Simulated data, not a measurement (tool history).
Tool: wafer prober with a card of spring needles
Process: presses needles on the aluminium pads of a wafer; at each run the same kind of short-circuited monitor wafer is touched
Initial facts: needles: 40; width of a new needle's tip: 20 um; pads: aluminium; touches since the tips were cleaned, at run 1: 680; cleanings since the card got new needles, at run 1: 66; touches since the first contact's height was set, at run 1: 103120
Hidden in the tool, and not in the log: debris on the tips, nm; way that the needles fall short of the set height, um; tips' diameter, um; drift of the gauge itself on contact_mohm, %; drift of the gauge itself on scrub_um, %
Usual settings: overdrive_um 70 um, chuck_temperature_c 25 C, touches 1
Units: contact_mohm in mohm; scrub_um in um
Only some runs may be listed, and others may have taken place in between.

run	hour	overdrive_um	chuck_temperature_c	touches	touches since the tips were cleaned	cleanings since the card got new needles	touches since the first contact's height was set	contact_mohm	scrub_um
1	0.0	70	25	1	680	66	103120	174	13.47
# hour 9.7: tips cleaned on abrasive film
2	20.2	70	25	1	3269	67	109374	171	13.47
# hour 21.4: tips cleaned on abrasive film
3	32.0	70	105	1	3301	68	113000	189	13.47
# hour 33.8: tips cleaned on abrasive film
# hour 45.1: tips cleaned on abrasive film
4	45.1	70	25	1	0	70	117011	172	13.52
# hour 56.5: tips cleaned on abrasive film
5	62.1	70	25	1	1740	71	122253	174	13.36
# hour 68.2: tips cleaned on abrasive film
# hour 80.7: tips cleaned on abrasive film
6	81.0	59	25	1	118	73	128087	174	11.33
# hour 92.8: tips cleaned on abrasive film
7	97.1	59	25	1	1335	74	133049	175	11.35
# hour 104.9: tips cleaned on abrasive film
# hour 117.7: tips cleaned on abrasive film
8	122.5	71	25	1	1487	76	140882	170	13.69
# hour 129.3: tips cleaned on abrasive film
# hour 142.6: tips cleaned on abrasive film
9	145.0	71	25	1	733	78	147808	173	13.72
# hour 154.3: tips cleaned on abrasive film
# hour 167.0: tips cleaned on abrasive film
10	167.1	70	107	1	47	80	154623	190	13.39
# hour 178.6: tips cleaned on abrasive film
11	187.3	70	107	1	2679	81	160849	190	13.40
# hour 190.1: tips cleaned on abrasive film
# hour 200.6: height of the first contact set anew
# hour 201.7: tips cleaned on abrasive film
12	203.3	70	25	1	477	83	812	173	13.50
# hour 214.8: tips cleaned on abrasive film
13	216.6	70	25	1	550	84	4907	172	13.55
# hour 227.8: tips cleaned on abrasive film
# hour 239.8: tips cleaned on abrasive film
14	241.1	70	25	1	415	86	12470	177	13.42
# hour 252.2: tips cleaned on abrasive film
# hour 265.2: tips cleaned on abrasive film
15	265.2	70	25	1	0	88	19887	170	13.29
16	275.9	70	25	1	3325	88	23212	173	13.40
# hour 277.6: tips cleaned on abrasive film
17	286.2	85	25	2	2670	89	26401	170	16.25
# hour 289.0: tips cleaned on abrasive film
18	297.7	85	25	2	2707	90	29934	172	16.32
# hour 301.0: tips cleaned on abrasive film
# hour 312.4: tips cleaned on abrasive film
19	320.9	73	104	2	2638	92	37072	189	14.03
# hour 323.8: tips cleaned on abrasive film
20	331.2	62	104	3	2292	93	40240	190	11.81
# hour 335.5: tips cleaned on abrasive film
# hour 347.3: tips cleaned on abrasive film
21	347.7	60	25	2	115	95	45304	176	11.40
# hour 359.3: tips cleaned on abrasive film
22	359.3	60	25	2	0	96	48878	175	11.49
# hour 372.4: tips cleaned on abrasive film
23	382.7	60	25	2	3203	97	56144	173	11.43
# hour 384.5: tips cleaned on abrasive film
# hour 396.8: tips cleaned on abrasive film
24	400.3	60	31	2	1070	99	61537	176	11.36
# hour 409.9: tips cleaned on abrasive film
25	420.5	60	31	2	3282	100	67780	176	11.34
# hour 421.6: tips cleaned on abrasive film
# hour 433.7: tips cleaned on abrasive film
26	436.6	61	91	1	906	102	72743	188	11.69
# hour 445.8: tips cleaned on abrasive film
27	447.7	58	91	3	589	103	76155	192	10.97
# hour 458.2: tips cleaned on abrasive film
28	466.3	53	91	2	2519	104	81890	189	10.07
# hour 469.7: tips cleaned on abrasive film
# hour 481.6: tips cleaned on abrasive film
29	481.6	53	91	2	0	106	86591	192	10.06
# hour 493.3: tips cleaned on abrasive film
30	503.9	84	25	1	3288	107	93492	170	15.91

Table of differences, measured result less the result of that run with no hidden state. Run-to-run variation is the same in both. Gauge scatter possibly is not:
run	scrub_um
1	-0.01
2	-0.02
3	-0.02
4	-0.03
5	-0.04
6	-0.04
7	-0.05
8	-0.08
9	-0.08
10	-0.10
11	-0.10
12	-0.11
13	-0.11
14	-0.13
15	-0.14
16	-0.15
17	-0.19
18	-0.20
19	-0.18
20	-0.16
21	-0.17
22	-0.17
23	-0.18
24	-0.19
25	-0.20
26	-0.20
27	-0.20
28	-0.20
29	-0.20
30	-0.33
contact_mohm: within 1 mohm of the measured result in every run.

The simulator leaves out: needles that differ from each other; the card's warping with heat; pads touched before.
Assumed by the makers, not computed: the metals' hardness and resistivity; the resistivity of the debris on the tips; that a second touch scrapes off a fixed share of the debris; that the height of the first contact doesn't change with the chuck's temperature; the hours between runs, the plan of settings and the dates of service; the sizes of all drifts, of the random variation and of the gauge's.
